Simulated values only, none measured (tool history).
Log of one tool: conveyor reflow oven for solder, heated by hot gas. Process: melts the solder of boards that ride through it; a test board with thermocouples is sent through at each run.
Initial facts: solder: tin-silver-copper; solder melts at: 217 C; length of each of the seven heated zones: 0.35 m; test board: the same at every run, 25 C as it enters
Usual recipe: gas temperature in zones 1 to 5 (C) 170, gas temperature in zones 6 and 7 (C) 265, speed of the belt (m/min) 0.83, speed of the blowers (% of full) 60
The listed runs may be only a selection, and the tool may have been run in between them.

run,day,gas temperature in zones 1 to 5 (C),gas temperature in zones 6 and 7 (C),speed of the belt (m/min),speed of the blowers (% of full),highest temperature of the board (C),time above the solder's melting point (s)
1,0,170,265,0.83,60,246.6,35.4
2,2.929,170,265,0.83,60,246.3,34.6
3,4.538,170,265,0.83,60,246.4,34.9
4,7.608,170,265,0.83,60,245.7,34.2
5,9.288,170,265,0.83,60,246,34.5
6,10.812,170,265,0.83,60,246.3,33.7
7,12.421,170,265,0.83,60,245.8,34.1
8,13.879,184,265,0.83,60,248.1,39.3
# day 15.908: flux residue cleaned out of gas plates and filters
9,15.908,184,265,0.83,60,251,41.3
10,18.267,170,265,0.83,60,248.1,36
11,20.592,170,280,0.83,60,261.5,42.1
12,22.308,170,280,0.83,60,261.3,42.3
13,24.858,170,280,0.83,60,261.8,42.1
# day 26.617: thermocouples of zones 6 and 7 changed
14,26.617,170,265,0.83,60,248.8,36.4
15,29.5,170,265,0.83,77,252,39.1
16,32.379,163,265,0.931,66,244.2,28.4
17,34.388,165,274,0.83,60,255.4,38.4
18,35.708,181,274,0.676,60,263.7,57.4
19,37.538,181,274,0.676,60,263.6,57.4
20,40.275,181,274,0.676,60,263,56.9
21,42.121,181,274,0.676,69,264.8,58.4
22,45.008,181,256,0.676,79,248.7,51.1
23,47.296,158,265,0.893,62,241.9,27.1

Run 24, settings as shown, results not yet in. Your forecast:
# day 48.862: belt drive overhauled, speed set with a stopwatch
24,49.933,179,278,0.893,59,?,?

highest temperature of the board (C): 254.1
time above the solder's melting point (s): 36.5
On a tool with no hidden condition, and with the same random variation, this run would have come out at highest temperature of the board (C) 258, time above the solder's melting point (s) 38.5.
